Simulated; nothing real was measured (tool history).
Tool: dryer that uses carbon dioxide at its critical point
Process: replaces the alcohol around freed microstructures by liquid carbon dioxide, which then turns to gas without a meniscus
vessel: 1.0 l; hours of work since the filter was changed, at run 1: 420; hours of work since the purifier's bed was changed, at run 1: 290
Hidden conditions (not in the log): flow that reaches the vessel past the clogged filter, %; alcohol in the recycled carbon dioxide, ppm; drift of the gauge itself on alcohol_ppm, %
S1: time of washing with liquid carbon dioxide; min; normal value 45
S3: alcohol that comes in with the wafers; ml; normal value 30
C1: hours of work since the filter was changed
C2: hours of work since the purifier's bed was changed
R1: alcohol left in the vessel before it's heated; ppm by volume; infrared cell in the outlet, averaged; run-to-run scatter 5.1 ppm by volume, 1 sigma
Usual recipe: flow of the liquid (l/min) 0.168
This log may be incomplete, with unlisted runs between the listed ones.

Run 1, hour 0: usual settings; C1 420; C2 290. Result: R1 179 ppm by volume.
Run 2, hour 27.3: usual settings; C1 430; C2 301. Result: R1 208 ppm by volume.
Run 3, hour 49.6: usual settings; C1 439; C2 309. Result: R1 189 ppm by volume.
Run 4, hour 64.1: usual settings but S1 47 min; C1 444; C2 315. Result: R1 175 ppm by volume.
Run 5, hour 75.5: usual settings but S1 44 min; C1 449; C2 319. Result: R1 214 ppm by volume.
Run 6, hour 96.9: usual settings but S1 44 min; C1 457; C2 327. Result: R1 210 ppm by volume.
Run 7, hour 111.9: usual settings; C1 463; C2 333. Result: R1 211 ppm by volume.
Run 8, hour 131.4: usual settings; C1 470; C2 340. Result: R1 221 ppm by volume.
Run 9, hour 159.1: usual settings; C1 481; C2 351. Result: R1 222 ppm by volume.
Run 10, hour 180.3: usual settings; C1 489; C2 359. Result: R1 223 ppm by volume.
Run 11, hour 192.8: usual settings; C1 493; C2 364. Result: R1 219 ppm by volume.
Run 12, hour 213.6: usual settings; C1 501; C2 372. Result: R1 217 ppm by volume.
Run 13, hour 236.8: usual settings; C1 510; C2 380. Result: R1 227 ppm by volume.
Run 14, hour 254.5: usual settings but S3 65 ml; C1 517; C2 387. Result: R1 345 ppm by volume.
Run 15, hour 279.9: usual settings but S3 43 ml; C1 527; C2 397. Result: R1 272 ppm by volume.
Run 16, hour 294.8: usual settings but S3 43 ml; C1 532; C2 403. Result: R1 281 ppm by volume.
Run 17, hour 321.4: usual settings but S3 43 ml; C1 543; C2 413. Result: R1 280 ppm by volume.
Run 18, hour 340.5: usual settings but S3 43 ml; C1 550; C2 420. Result: R1 288 ppm by volume.
Run 19, hour 362.7: usual settings but S3 43 ml; C1 558; C2 428. Result: R1 275 ppm by volume.
Run 20, hour 378.1: usual settings but S1 43 min, S3 43 ml; C1 564; C2 434. Result: R1 342 ppm by volume.
At hour 387.3: inlet filter changed.
Run 21, hour 392.5: usual settings but S1 43 min, S3 43 ml; C1 2; C2 439. Result: R1 279 ppm by volume.
Run 22, hour 416.7: usual settings; C1 11; C2 449. Result: R1 203 ppm by volume.
Run 23, hour 441.6: usual settings; C1 21; C2 458. Result: R1 206 ppm by volume.
Run 24, hour 456.7: usual settings but S3 23 ml; C1 27; C2 464. Result: R1 200 ppm by volume.
Run 25, hour 482.8: usual settings but S3 23 ml; C1 36; C2 474. Result: R1 199 ppm by volume.
Run 26, hour 503.2: usual settings but S1 42 min, S3 39 ml; C1 44; C2 482. Result: R1 284 ppm by volume.
Run 27, hour 521.4: usual settings but S1 51 min, flow of the liquid (l/min) 0.218, S3 52 ml; C1 51; C2 489. Result: R1 157 ppm by volume.
Run 28, hour 542.4: usual settings but S1 40 min, flow of the liquid (l/min) 0.111, S3 23 ml; C1 59; C2 497. Result: R1 826 ppm by volume.
Run 29, hour 568.8: usual settings but S1 40 min, flow of the liquid (l/min) 0.111, S3 23 ml; C1 69; C2 507. Result: R1 836 ppm by volume.
Run 30, hour 582.9: usual settings but S1 40 min, flow of the liquid (l/min) 0.111, S3 23 ml; C1 75; C2 512. Result: R1 825 ppm by volume.
Run 31, hour 602.3: usual settings but S1 33 min, flow of the liquid (l/min) 0.183, S3 21 ml; C1 82; C2 519. Result: R1 327 ppm by volume.
Run 32, hour 627.1: usual settings but flow of the liquid (l/min) 0.157; C1 91; C2 529. Result: R1 276 ppm by volume.
Run 33, hour 645.2: usual settings but S1 38 min, S3 84 ml; C1 98; C2 536. Result: R1 728 ppm by volume.
Run 34, hour 665.1: usual settings but S1 38 min, S3 84 ml; C1 106; C2 543. Result: R1 717 ppm by volume.
Run 35, hour 690.5: usual settings but flow of the liquid (l/min) 0.246, S3 54 ml; C1 116; C2 553. Result: R1 185 ppm by volume.
Run 36, hour 716.7: usual settings but flow of the liquid (l/min) 0.155, S3 76 ml; C1 126; C2 563. Result: R1 480 ppm by volume.
Run 37, hour 743.4: usual settings but S1 36 min, S3 27 ml; C1 136; C2 573. Result: R1 410 ppm by volume.
Run 38, hour 755.3: usual settings but S1 36 min, S3 26 ml; C1 140; C2 578. Result: R1 383 ppm by volume.
Run 39, hour 771.9: usual settings but S1 37 min, S3 88 ml; C1 147; C2 584. Result: R1 870 ppm by volume.
Run 40, hour 785.9: usual settings but S3 87 ml; C1 152; C2 590. Result: R1 421 ppm by volume.
Run 41, hour 799.9: usual settings but S3 87 ml; C1 157; C2 595. Result: R1 413 ppm by volume.
Run 42, hour 813.4: usual settings but S1 48 min, flow of the liquid (l/min) 0.18, S3 23 ml; C1 163; C2 600. Result: R1 214 ppm by volume.
Run 43, hour 826.7: usual settings but flow of the liquid (l/min) 0.238; C1 168; C2 605. Result: R1 196 ppm by volume.
Run 44, hour 837.8: usual settings but flow of the liquid (l/min) 0.274, S3 33 ml; C1 172; C2 609. Result: R1 185 ppm by volume.
Run 45, hour 864.1: usual settings but flow of the liquid (l/min) 0.274, S3 33 ml; C1 182; C2 619. Result: R1 185 ppm by volume.
Run 46, hour 883.7: usual settings but S1 43 min, flow of the liquid (l/min) 0.178; C1 189; C2 627. Result: R1 262 ppm by volume.
Run 47, hour 896.8: usual settings but S1 51 min, flow of the liquid (l/min) 0.223, S3 73 ml; C1 194; C2 632. Result: R1 196 ppm by volume.

How the hidden state differs across the entries between the runs, from the last listed run before each to the first after it:
After run 20, before run 21: inlet filter changed (hour 387.3)
  flow that reaches the vessel past the clogged filter, %: 92.8 -> 99.9; alcohol in the recycled carbon dioxide, ppm: 131.9 -> 133.2
  measured value less the no-hidden-state value, R1: +196 -> +133 ppm by volume
